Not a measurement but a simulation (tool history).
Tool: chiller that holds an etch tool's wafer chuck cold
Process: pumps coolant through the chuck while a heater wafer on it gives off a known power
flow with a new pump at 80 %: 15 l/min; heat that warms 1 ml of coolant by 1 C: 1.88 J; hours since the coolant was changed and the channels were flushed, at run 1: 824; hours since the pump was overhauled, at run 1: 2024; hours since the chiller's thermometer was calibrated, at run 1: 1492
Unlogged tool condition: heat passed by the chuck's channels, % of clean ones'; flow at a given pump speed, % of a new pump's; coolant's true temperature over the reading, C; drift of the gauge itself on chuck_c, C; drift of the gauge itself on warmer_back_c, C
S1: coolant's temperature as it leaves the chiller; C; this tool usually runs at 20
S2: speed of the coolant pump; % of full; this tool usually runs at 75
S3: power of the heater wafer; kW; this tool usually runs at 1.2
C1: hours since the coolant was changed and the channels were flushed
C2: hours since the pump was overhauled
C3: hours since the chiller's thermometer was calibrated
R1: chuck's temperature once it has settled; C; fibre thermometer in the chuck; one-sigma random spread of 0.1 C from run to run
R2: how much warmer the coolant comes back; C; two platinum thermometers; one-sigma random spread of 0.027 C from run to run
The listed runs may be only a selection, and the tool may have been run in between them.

run 1 day=0 | S1=20 S2=75 S3=1.2 | C1=824 C2=2024 C3=1492 | R1=28.5 R2=2.75
run 2 day=2.5 | S1=20 S2=75 S3=1.2 | C1=884 C2=2084 C3=1552 | R1=28.6 R2=2.76
run 3 day=4.079 | S1=20 S2=75 S3=1.363 | C1=922 C2=2122 C3=1590 | R1=29.6 R2=3.14
run 4 day=5.958 | S1=20 S2=75 S3=0.808 | C1=967 C2=2167 C3=1635 | R1=25.8 R2=1.89
run 5 day=7.912 | S1=20 S2=75 S3=0.741 | C1=1014 C2=2214 C3=1682 | R1=25.3 R2=1.71
run 6 day=10.812 | S1=20 S2=75 S3=0.741 | C1=1084 C2=2284 C3=1752 | R1=25.2 R2=1.73
run 7 day=13.896 | S1=22 S2=99 S3=1.647 | C1=1158 C2=2358 C3=1826 | R1=31.9 R2=2.85
run 8 day=17.304 | S1=11 S2=77 S3=1.181 | C1=1239 C2=2440 C3=1908 | R1=18.9 R2=2.73
run 9 day=20.538 | S1=14 S2=83 S3=1.484 | C1=1317 C2=2517 C3=1985 | R1=24 R2=3.12
run 10 day=22.908 | S1=20 S2=92 S3=0.78 | C1=1374 C2=2574 C3=2042 | R1=24.7 R2=1.59
run 11 day=25.096 | S1=20 S2=83 S3=0.951 | C1=1426 C2=2627 C3=2095 | R1=26.3 R2=2.07

Consider 3 possible next runs. They are alternatives, not a sequence: every one starts from the tool as it was left by run 11. What does each give?
run A day=26.488 | S1=25 S2=83 S3=1.31 | C1=1460 C2=2660 C3=2128 | R1=? R2=?
run B day=26.488 | S1=16 S2=100 S3=0.951 | C1=1460 C2=2660 C3=2128 | R1=? R2=?
run C day=26.488 | S1=27 S2=76 S3=1.08 | C1=1460 C2=2660 C3=2128 | R1=? R2=?

run=A R1=33.7 R2=2.84
run=B R1=21.6 R2=1.75
run=C R1=34.5 R2=2.56
The same runs, with their run-to-run variation unchanged, on a tool lacking any hidden condition would have given:
run=A R1=33.7 R2=2.68
run=B R1=21.6 R2=1.6
run=C R1=34.5 R2=2.41
